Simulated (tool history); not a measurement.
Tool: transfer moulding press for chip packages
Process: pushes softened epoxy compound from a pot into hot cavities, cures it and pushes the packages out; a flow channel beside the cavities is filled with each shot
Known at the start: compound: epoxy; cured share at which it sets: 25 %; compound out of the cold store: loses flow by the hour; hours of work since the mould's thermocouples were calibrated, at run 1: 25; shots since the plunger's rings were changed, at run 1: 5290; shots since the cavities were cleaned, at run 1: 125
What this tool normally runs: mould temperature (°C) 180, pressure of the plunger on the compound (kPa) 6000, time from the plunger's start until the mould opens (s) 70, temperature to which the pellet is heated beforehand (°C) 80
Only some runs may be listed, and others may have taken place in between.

| run | hour | mould temperature (°C) | pressure of the plunger on the compound (kPa) | time from the plunger's start until the mould opens (s) | temperature to which the pellet is heated beforehand (°C) | hours of work since the mould's thermocouples were calibrated | shots since the plunger's rings were changed | shots since the cavities were cleaned | incoming compound's hours out of the cold store | length that the compound runs in the flow channel (mm) | greatest force on the pins that push the packages out (N) |
|---|---|---|---|---|---|---|---|---|---|---|---|
| 1 | 0 | 180 | 6000 | 70 | 80 | 25 | 5290 | 125 | 26.2 | 985 | 229 |
|  | 32.8 | cavities cleaned with cleaning compound and waxed |
|  | 72.7 | cavities cleaned with cleaning compound and waxed |
| 2 | 76.8 | 180 | 7310 | 70 | 80 | 67 | 6353 | 59 | 39 | 1023 | 226 |
|  | 106.4 | plunger's sealing rings changed |
|  | 113.1 | cavities cleaned with cleaning compound and waxed |
| 3 | 125.3 | 180 | 6000 | 70 | 84 | 92 | 251 | 177 | 8.6 | 1060 | 231 |
|  | 157.2 | cavities cleaned with cleaning compound and waxed |
|  | 195.2 | cavities cleaned with cleaning compound and waxed |
| 4 | 206.9 | 180 | 6000 | 70 | 84 | 137 | 1382 | 168 | 47.4 | 889 | 213 |
|  | 232.6 | cavities cleaned with cleaning compound and waxed |
|  | 275.6 | cavities cleaned with cleaning compound and waxed |
| 5 | 275.6 | 180 | 6000 | 70 | 84 | 174 | 2329 | 0 | 25.7 | 989 | 225 |
|  | 317.1 | cavities cleaned with cleaning compound and waxed |
| 6 | 320 | 180 | 6000 | 72 | 80 | 198 | 2947 | 43 | 16.6 | 1019 | 219 |
|  | 358.6 | cavities cleaned with cleaning compound and waxed |
| 7 | 362.8 | 180 | 6000 | 72 | 80 | 221 | 3540 | 59 | 38.6 | 930 | 207 |
|  | 396 | cavities cleaned with cleaning compound and waxed |
| 8 | 422.9 | 180 | 6000 | 72 | 80 | 254 | 4385 | 387 | 9.5 | 1064 | 225 |
|  | 436.5 | cavities cleaned with cleaning compound and waxed |
|  | 476.1 | cavities cleaned with cleaning compound and waxed |
| 9 | 483 | 180 | 6000 | 72 | 80 | 287 | 5207 | 99 | 31.7 | 967 | 213 |
|  | 515.3 | cavities cleaned with cleaning compound and waxed |
| 10 | 523.2 | 180 | 6000 | 72 | 80 | 309 | 5764 | 113 | 30.5 | 960 | 212 |
|  | 558.9 | cavities cleaned with cleaning compound and waxed |
| 11 | 564.3 | 180 | 6000 | 70 | 80 | 331 | 6335 | 78 | 30.8 | 959 | 218 |
|  | 596.8 | plunger's sealing rings changed |
|  | 605.3 | cavities cleaned with cleaning compound and waxed |
| 12 | 624.1 | 180 | 6000 | 70 | 80 | 363 | 372 | 270 | 43.5 | 913 | 213 |
|  | 647.6 | cavities cleaned with cleaning compound and waxed |
|  | 654.9 | mould's thermocouples calibrated |
| 13 | 667.6 | 180 | 6000 | 70 | 80 | 7 | 948 | 259 | 39.6 | 926 | 208 |
|  | 690.9 | cavities cleaned with cleaning compound and waxed |
| 14 | 712.6 | 180 | 6000 | 78 | 75 | 32 | 1575 | 313 | 9.9 | 1050 | 198 |
|  | 733.7 | cavities cleaned with cleaning compound and waxed |
| 15 | 760.8 | 177 | 6000 | 70 | 74 | 58 | 2247 | 390 | 17.3 | 1025 | 269 |
|  | 772.7 | cavities cleaned with cleaning compound and waxed |
|  | 811.6 | cavities cleaned with cleaning compound and waxed |
| 16 | 813.5 | 180 | 6000 | 70 | 72 | 86 | 2962 | 26 | 37.2 | 942 | 218 |
|  | 854 | cavities cleaned with cleaning compound and waxed |
| 17 | 855.2 | 180 | 6180 | 50 | 80 | 109 | 3541 | 16 | 47.6 | 909 | 449 |
|  | 893.3 | cavities cleaned with cleaning compound and waxed |
| 18 | 899.3 | 180 | 6000 | 70 | 82 | 133 | 4155 | 87 | 35.8 | 942 | 217 |
|  | 931.7 | cavities cleaned with cleaning compound and waxed |
| 19 | 957.6 | 173 | 6000 | 93 | 80 | 165 | 4973 | 373 | 41.3 | 935 | 200 |
|  | 970.5 | cavities cleaned with cleaning compound and waxed |
|  | 1009.9 | cavities cleaned with cleaning compound and waxed |
| 20 | 1018.6 | 180 | 7270 | 58 | 84 | 198 | 5809 | 126 | 8.5 | 1170 | 335 |
|  | 1049 | cavities cleaned with cleaning compound and waxed |
|  | 1090.7 | plunger's sealing rings changed |
|  | 1092.2 | cavities cleaned with cleaning compound and waxed |
| 21 | 1092.2 | 184 | 6400 | 70 | 83 | 237 | 0 | 0 | 40.2 | 946 | 182 |
|  | 1132.1 | cavities cleaned with cleaning compound and waxed |
| 22 | 1133.3 | 174 | 5080 | 70 | 80 | 259 | 571 | 18 | 33.2 | 896 | 296 |
|  | 1174.1 | cavities cleaned with cleaning compound and waxed |
| 23 | 1208.2 | 180 | 6000 | 70 | 76 | 300 | 1627 | 492 | 15.8 | 1031 | 219 |
|  | 1217.2 | cavities cleaned with cleaning compound and waxed |
|  | 1257.9 | cavities cleaned with cleaning compound and waxed |
| 24 | 1258.4 | 180 | 6000 | 52 | 80 | 327 | 2307 | 7 | 22.1 | 1000 | 444 |
|  | 1297.6 | cavities cleaned with cleaning compound and waxed |
| 25 | 1320.2 | 180 | 6000 | 52 | 80 | 361 | 3175 | 325 | 14.6 | 1041 | 439 |

Entry by entry between the runs, the difference in hidden state between the last listed run before and the first listed run after:
Run 1 -> run 2: cavities cleaned with cleaning compound and waxed (hour 32.8); cavities cleaned with cleaning compound and waxed (hour 72.7)
  true mould temperature over the reading, C: 0 -> 0.01; pressure that reaches the compound, % of what is set: 99.79 -> 99.74; grip of the stained cavities, % over clean ones': 0.3 -> 0.2
Run 2 -> run 3: plunger's sealing rings changed (hour 106.4); cavities cleaned with cleaning compound and waxed (hour 113.1)
  pressure that reaches the compound, % of what is set: 99.74 -> 99.99; grip of the stained cavities, % over clean ones': 0.2 -> 0.4
Run 3 -> run 4: cavities cleaned with cleaning compound and waxed (hour 157.2); cavities cleaned with cleaning compound and waxed (hour 195.2)
  pressure that reaches the compound, % of what is set: 99.99 -> 99.94; grip of the stained cavities, % over clean ones': 0.4 -> 0.5
Run 4 -> run 5: cavities cleaned with cleaning compound and waxed (hour 232.6); cavities cleaned with cleaning compound and waxed (hour 275.6)
  pressure that reaches the compound, % of what is set: 99.94 -> 99.91; grip of the stained cavities, % over clean ones': 0.5 -> 0
Run 5 -> run 6: cavities cleaned with cleaning compound and waxed (hour 317.1)
  pressure that reaches the compound, % of what is set: 99.91 -> 99.89; grip of the stained cavities, % over clean ones': 0 -> 0.1
Run 6 -> run 7: cavities cleaned with cleaning compound and waxed (hour 358.6)
  pressure that reaches the compound, % of what is set: 99.89 -> 99.87; grip of the stained cavities, % over clean ones': 0.1 -> 0.2
Run 7 -> run 8: cavities cleaned with cleaning compound and waxed (hour 396)
  pressure that reaches the compound, % of what is set: 99.87 -> 99.83; grip of the stained cavities, % over clean ones': 0.2 -> 0.9
Run 8 -> run 9: cavities cleaned with cleaning compound and waxed (hour 436.5); cavities cleaned with cleaning compound and waxed (hour 476.1)
  pressure that reaches the compound, % of what is set: 99.83 -> 99.8; grip of the stained cavities, % over clean ones': 0.9 -> 0.3
Run 9 -> run 10: cavities cleaned with cleaning compound and waxed (hour 515.3)
  true mould temperature over the reading, C: 0.01 -> 0.02; pressure that reaches the compound, % of what is set: 99.8 -> 99.78
Run 10 -> run 11: cavities cleaned with cleaning compound and waxed (hour 558.9)
  pressure that reaches the compound, % of what is set: 99.78 -> 99.76
Run 11 -> run 12: plunger's sealing rings changed (hour 596.8); cavities cleaned with cleaning compound and waxed (hour 605.3)
  pressure that reaches the compound, % of what is set: 99.76 -> 99.98; grip of the stained cavities, % over clean ones': 0.3 -> 0.7
Run 12 -> run 13: cavities cleaned with cleaning compound and waxed (hour 647.6); mould's thermocouples calibrated (hour 654.9)
  true mould temperature over the reading, C: 0.02 -> 0; pressure that reaches the compound, % of what is set: 99.98 -> 99.96; grip of the stained cavities, % over clean ones': 0.7 -> 0.6
Run 13 -> run 14: cavities cleaned with cleaning compound and waxed (hour 690.9)
  pressure that reaches the compound, % of what is set: 99.96 -> 99.94
Run 14 -> run 15: cavities cleaned with cleaning compound and waxed (hour 733.7)
  pressure that reaches the compound, % of what is set: 99.94 -> 99.91; grip of the stained cavities, % over clean ones': 0.6 -> 0.8
Run 15 -> run 16: cavities cleaned with cleaning compound and waxed (hour 772.7); cavities cleaned with cleaning compound and waxed (hour 811.6)
  pressure that reaches the compound, % of what is set: 99.91 -> 99.88; grip of the stained cavities, % over clean ones': 0.8 -> 0.1
Run 16 -> run 17: cavities cleaned with cleaning compound and waxed (hour 854)
  pressure that reaches the compound, % of what is set: 99.88 -> 99.86; grip of the stained cavities, % over clean ones': 0.1 -> 0
Run 17 -> run 18: cavities cleaned with cleaning compound and waxed (hour 893.3)
  pressure that reaches the compound, % of what is set: 99.86 -> 99.83; grip of the stained cavities, % over clean ones': 0 -> 0.3
Run 18 -> run 19: cavities cleaned with cleaning compound and waxed (hour 931.7)
  pressure that reaches the compound, % of what is set: 99.83 -> 99.8; grip of the stained cavities, % over clean ones': 0.3 -> 0.9
Run 19 -> run 20: cavities cleaned with cleaning compound and waxed (hour 970.5); cavities cleaned with cleaning compound and waxed (hour 1009.9)
  pressure that reaches the compound, % of what is set: 99.8 -> 99.77; grip of the stained cavities, % over clean ones': 0.9 -> 0.4
Run 20 -> run 21: cavities cleaned with cleaning compound and waxed (hour 1049); plunger's sealing rings changed (hour 1090.7); cavities cleaned with cleaning compound and waxed (hour 1092.2)
  true mould temperature over the reading, C: 0 -> 0.01; pressure that reaches the compound, % of what is set: 99.77 -> 100; grip of the stained cavities, % over clean ones': 0.4 -> 0
Run 21 -> run 22: cavities cleaned with cleaning compound and waxed (hour 1132.1)
  pressure that reaches the compound, % of what is set: 100 -> 99.98; grip of the stained cavities, % over clean ones': 0 -> 0.1
Run 22 -> run 23: cavities cleaned with cleaning compound and waxed (hour 1174.1)
  pressure that reaches the compound, % of what is set: 99.98 -> 99.94; grip of the stained cavities, % over clean ones': 0.1 -> 1
Run 23 -> run 24: cavities cleaned with cleaning compound and waxed (hour 1217.2); cavities cleaned with cleaning compound and waxed (hour 1257.9)
  pressure that reaches the compound, % of what is set: 99.94 -> 99.91; grip of the stained cavities, % over clean ones': 1 -> 0.1
Run 24 -> run 25: cavities cleaned with cleaning compound and waxed (hour 1297.6)
  pressure that reaches the compound, % of what is set: 99.91 -> 99.88; grip of the stained cavities, % over clean ones': 0.1 -> 0.7

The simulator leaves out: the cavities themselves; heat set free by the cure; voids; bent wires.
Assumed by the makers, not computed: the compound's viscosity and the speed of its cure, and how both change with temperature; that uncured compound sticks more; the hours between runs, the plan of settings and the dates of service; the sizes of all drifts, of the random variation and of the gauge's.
